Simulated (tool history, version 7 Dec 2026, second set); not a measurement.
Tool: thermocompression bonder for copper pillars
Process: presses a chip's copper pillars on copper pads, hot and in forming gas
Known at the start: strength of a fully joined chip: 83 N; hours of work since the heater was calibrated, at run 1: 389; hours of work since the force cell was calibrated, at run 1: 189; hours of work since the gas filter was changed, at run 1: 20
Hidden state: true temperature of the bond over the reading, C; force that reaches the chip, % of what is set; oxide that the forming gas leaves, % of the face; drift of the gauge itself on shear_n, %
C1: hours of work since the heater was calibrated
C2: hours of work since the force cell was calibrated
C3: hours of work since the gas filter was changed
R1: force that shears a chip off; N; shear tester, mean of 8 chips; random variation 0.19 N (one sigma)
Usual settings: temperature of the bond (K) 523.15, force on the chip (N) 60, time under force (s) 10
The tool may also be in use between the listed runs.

Run 1, day 0: usual settings; C1 389; C2 189; C3 20. Result: R1 39.5 N.
Run 2, day 1.142: usual settings but time under force (s) 11; C1 411; C2 211; C3 42. Result: R1 40.4 N.
Run 3, day 2.321: usual settings; C1 434; C2 234; C3 64. Result: R1 38.9 N.
Run 4, day 3.025: usual settings; C1 447; C2 247; C3 78. Result: R1 38.3 N.
Run 5, day 3.892: usual settings but force on the chip (N) 79; C1 463; C2 263; C3 94. Result: R1 44.8 N.
Run 6, day 4.65: usual settings but force on the chip (N) 86; C1 478; C2 278; C3 109. Result: R1 46.7 N.
At day 4.95: forming gas filter changed.
Run 7, day 5.533: usual settings but force on the chip (N) 86; C1 494; C2 294; C3 11. Result: R1 49.5 N.
Run 8, day 6.271: usual settings but force on the chip (N) 86; C1 508; C2 308; C3 25. Result: R1 49.3 N.
Run 9, day 7.4: usual settings but force on the chip (N) 86; C1 530; C2 330; C3 47. Result: R1 48.4 N.
Run 10, day 8.108: usual settings; C1 543; C2 343; C3 60. Result: R1 39.3 N.
Run 11, day 9.046: usual settings but time under force (s) 24; C1 561; C2 361; C3 78. Result: R1 51.3 N.
Run 12, day 10.05: usual settings but temperature of the bond (K) 516.15; C1 580; C2 380; C3 97. Result: R1 33.8 N.
At day 10.954: forming gas filter changed.
Run 13, day 11.254: usual settings but force on the chip (N) 78, time under force (s) 21; C1 603; C2 403; C3 6. Result: R1 58.7 N.
Run 14, day 11.762: usual settings but temperature of the bond (K) 544.15, time under force (s) 6; C1 612; C2 412; C3 15. Result: R1 46.7 N.
At day 11.9: heater calibrated with a thermocouple chip.
Run 15, day 12.804: usual settings but temperature of the bond (K) 522.15, time under force (s) 6; C1 17; C2 431; C3 34. Result: R1 33.6 N.
Run 16, day 13.471: usual settings but force on the chip (N) 57; C1 30; C2 443; C3 46. Result: R1 39.7 N.
At day 13.729: heater calibrated with a thermocouple chip, once more.
Run 17, day 14.479: usual settings but force on the chip (N) 37, time under force (s) 7; C1 14; C2 461; C3 64. Result: R1 23 N.
Run 18, day 15.408: usual settings but force on the chip (N) 38, time under force (s) 5; C1 32; C2 479; C3 82. Result: R1 20.1 N.
Run 19, day 15.929: usual settings but temperature of the bond (K) 531.15, force on the chip (N) 70; C1 42; C2 489; C3 91. Result: R1 45.9 N.
Run 20, day 16.746: usual settings but temperature of the bond (K) 531.15, force on the chip (N) 70; C1 57; C2 504; C3 107. Result: R1 45.2 N.
At day 17.146: forming gas filter changed.
Run 21, day 17.404: usual settings but temperature of the bond (K) 531.15, force on the chip (N) 70; C1 70; C2 516; C3 5. Result: R1 48 N.
Run 22, day 18.446: usual settings but temperature of the bond (K) 531.15, force on the chip (N) 37; C1 89; C2 536; C3 25. Result: R1 32.1 N.
Run 23, day 19.5: usual settings but temperature of the bond (K) 495.15, force on the chip (N) 37; C1 109; C2 556; C3 45. Result: R1 15 N.
Run 24, day 20.638: usual settings but temperature of the bond (K) 551.15, force on the chip (N) 37, time under force (s) 8; C1 131; C2 578; C3 66. Result: R1 39.7 N.

3 ways to go on from here, each from the tool as it stands after run 24. What would each give?
Run A, day 21.129: usual settings but temperature of the bond (K) 500.15, force on the chip (N) 65, time under force (s) 14; C1 140; C2 587; C3 76. Result: R1 ?.
Run B, day 21.129: usual settings but temperature of the bond (K) 543.15, force on the chip (N) 59, time under force (s) 5; C1 140; C2 587; C3 76. Result: R1 ?.
Run C, day 21.129: usual settings but temperature of the bond (K) 551.15, time under force (s) 8; C1 140; C2 587; C3 76. Result: R1 ?.

run    R1
  A  29.3
  B  39.7
  C  51.5
Without the tool's hidden state the same runs would have given:
run    R1
  A  30.2
  B  41.3
  C  53.7

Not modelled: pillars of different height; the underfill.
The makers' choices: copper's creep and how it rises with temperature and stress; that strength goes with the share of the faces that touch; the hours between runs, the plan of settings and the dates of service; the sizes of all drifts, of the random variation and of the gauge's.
